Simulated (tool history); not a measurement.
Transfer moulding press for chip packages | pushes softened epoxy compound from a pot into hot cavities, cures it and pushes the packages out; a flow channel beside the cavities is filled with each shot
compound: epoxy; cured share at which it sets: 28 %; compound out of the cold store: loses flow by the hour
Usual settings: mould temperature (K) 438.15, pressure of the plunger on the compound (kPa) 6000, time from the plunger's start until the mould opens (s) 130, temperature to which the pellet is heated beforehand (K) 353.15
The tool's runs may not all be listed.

| run | hour | mould temperature (K) | pressure of the plunger on the compound (kPa) | time from the plunger's start until the mould opens (s) | temperature to which the pellet is heated beforehand (K) | incoming compound's hours out of the cold store | length that the compound runs in the flow channel (mm) | greatest force on the pins that push the packages out (N) |
|---|---|---|---|---|---|---|---|---|
| 1 | 0 | 438.15 | 6000 | 130 | 353.15 | 39.1 | 524 | 222 |
| 2 | 9.5 | 438.15 | 6000 | 130 | 361.15 | 13.4 | 641 | 229 |
|  | 12.3 | cavities cleaned with cleaning compound and waxed |
| 3 | 22 | 438.15 | 5860 | 130 | 353.15 | 16.1 | 614 | 241 |
| 4 | 40.6 | 438.15 | 5860 | 130 | 353.15 | 32.8 | 545 | 229 |
| 5 | 48.3 | 438.15 | 6000 | 130 | 353.15 | 20.8 | 611 | 234 |
| 6 | 57.6 | 438.15 | 6000 | 130 | 353.15 | 26.7 | 575 | 224 |
| 7 | 68 | 438.15 | 5110 | 130 | 353.15 | 43.7 | 472 | 223 |
| 8 | 86.1 | 438.15 | 5110 | 130 | 353.15 | 27.6 | 532 | 232 |
| 9 | 104.3 | 438.15 | 6930 | 130 | 353.15 | 24.3 | 631 | 235 |
| 10 | 120.8 | 442.15 | 6000 | 130 | 353.15 | 41.5 | 506 | 215 |
| 11 | 133.9 | 442.15 | 6000 | 130 | 353.15 | 39.2 | 517 | 200 |
|  | 151.6 | cavities cleaned with cleaning compound and waxed |
| 12 | 152.4 | 442.15 | 6000 | 130 | 353.15 | 11.6 | 641 | 209 |
| 13 | 165 | 442.15 | 6000 | 130 | 353.15 | 21.8 | 601 | 202 |
| 14 | 180 | 437.15 | 6000 | 130 | 353.15 | 33.6 | 551 | 242 |
| 15 | 199 | 437.15 | 6000 | 130 | 353.15 | 45.5 | 504 | 228 |
| 16 | 211.3 | 439.15 | 6000 | 130 | 356.15 | 8.4 | 661 | 233 |
| 17 | 227.9 | 438.15 | 6000 | 124 | 344.15 | 33.4 | 558 | 248 |
| 18 | 245.1 | 438.15 | 5440 | 130 | 352.15 | 13 | 615 | 233 |
| 19 | 262.1 | 438.15 | 5430 | 130 | 350.15 | 40.9 | 494 | 228 |
| 20 | 276.6 | 438.15 | 5430 | 130 | 350.15 | 46.7 | 476 | 229 |
| 21 | 285.4 | 438.15 | 5430 | 130 | 350.15 | 32.1 | 525 | 255 |
|  | 291.2 | cavities cleaned with cleaning compound and waxed |
| 22 | 305.6 | 438.15 | 5430 | 130 | 350.15 | 21.1 | 574 | 231 |
| 23 | 321.3 | 438.15 | 4730 | 130 | 349.15 | 10.6 | 581 | 244 |
| 24 | 329.7 | 432.15 | 6000 | 130 | 353.15 | 36 | 546 | 300 |
| 25 | 342.5 | 432.15 | 6000 | 130 | 353.15 | 22.4 | 607 | 329 |
| 26 | 350.6 | 432.15 | 6000 | 130 | 353.15 | 11.8 | 657 | 354 |
| 27 | 360.8 | 432.15 | 7020 | 112 | 358.15 | 13.2 | 710 | 479 |
| 28 | 372.3 | 438.15 | 5800 | 141 | 357.15 | 31.8 | 548 | 211 |
|  | 383.6 | plunger's sealing rings changed |
| 29 | 385.8 | 438.15 | 5800 | 141 | 357.15 | 26.7 | 572 | 216 |
| 30 | 403.1 | 443.15 | 5800 | 133 | 350.15 | 42.6 | 496 | 208 |

Forecast each of these 3 alternatives for the next run:
| A | 414 | 434.15 | 6000 | 130 | 351.15 | 37.1 | ? | ? |
| B | 414 | 434.15 | 5860 | 126 | 350.15 | 32.1 | ? | ? |
| C | 414 | 432.15 | 5800 | 144 | 350.15 | 44.2 | ? | ? |

| run | length that the compound runs in the flow channel (mm) | greatest force on the pins that push the packages out (N) |
|---|---|---|
| A | 542 | 276 |
| B | 556 | 299 |
| C | 506 | 259 |
Without the tool's hidden state the same runs would have given:
| run | length that the compound runs in the flow channel (mm) | greatest force on the pins that push the packages out (N) |
|---|---|---|
| A | 542 | 271 |
| B | 556 | 294 |
| C | 506 | 254 |
